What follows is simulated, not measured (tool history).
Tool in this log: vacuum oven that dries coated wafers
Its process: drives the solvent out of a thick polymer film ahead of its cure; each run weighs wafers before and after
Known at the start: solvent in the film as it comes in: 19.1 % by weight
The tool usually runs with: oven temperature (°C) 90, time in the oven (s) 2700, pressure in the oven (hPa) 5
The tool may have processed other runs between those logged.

| run | hour | oven temperature (°C) | time in the oven (s) | pressure in the oven (hPa) | solvent left in the film (%) |
|---|---|---|---|---|---|
| 1 | 0 | 90 | 2700 | 5 | 2.47 |
| 2 | 17 | 90 | 2700 | 5 | 2.49 |
| 3 | 47 | 90 | 2700 | 16.65 | 4.4 |
| 4 | 66.4 | 90 | 2700 | 16.65 | 4.25 |
| 5 | 92.8 | 90 | 2700 | 5 | 2.46 |
| 6 | 124.2 | 90 | 2700 | 5 | 2.49 |
| 7 | 142.9 | 90 | 2700 | 5 | 2.45 |
| 8 | 175.5 | 90 | 2700 | 5 | 2.48 |
| 9 | 199.1 | 90 | 1920 | 5 | 3.87 |
| 10 | 220.8 | 90 | 2700 | 6.67 | 2.72 |
| 11 | 253 | 90 | 2700 | 6.67 | 2.84 |
|  | 257.4 | vacuum gauge cleaned of residue and calibrated |
| 12 | 279.2 | 90 | 2700 | 6.67 | 2.74 |
| 13 | 293.8 | 90 | 2700 | 6.67 | 2.85 |
| 14 | 322.6 | 90 | 2700 | 6.67 | 2.82 |
| 15 | 349.6 | 90 | 2700 | 6.67 | 2.87 |
|  | 357.2 | vacuum gauge cleaned of residue and calibrated, once more |
| 16 | 374.7 | 90 | 2700 | 6.67 | 2.43 |
| 17 | 406.4 | 90 | 2700 | 6.67 | 2.48 |
| 18 | 435.6 | 90 | 2700 | 6.67 | 2.49 |
| 19 | 455.8 | 90 | 2700 | 6.67 | 2.6 |
| 20 | 484.3 | 90 | 2700 | 6.67 | 2.51 |
| 21 | 501.3 | 95 | 4080 | 10.33 | 1.56 |
| 22 | 523.2 | 95 | 4080 | 10.33 | 1.71 |
| 23 | 550.9 | 95 | 4080 | 10.33 | 1.67 |
| 24 | 576.7 | 95 | 4080 | 10.33 | 1.71 |
|  | 596.5 | oven's thermocouples calibrated |
| 25 | 604.7 | 90 | 2880 | 5 | 2.15 |
| 26 | 626.3 | 99 | 3480 | 4.67 | 0.86 |
| 27 | 647.7 | 99 | 3480 | 4.67 | 0.85 |

Predict the results of run 28:
| 28 | 665.2 | 90 | 1380 | 14.79 | ? |

{"run 28": {"solvent left in the film (%)": 6.7}}
Were there no unlogged condition in the tool, this run, its random variation unchanged, would have produced solvent left in the film (%) 6.78.
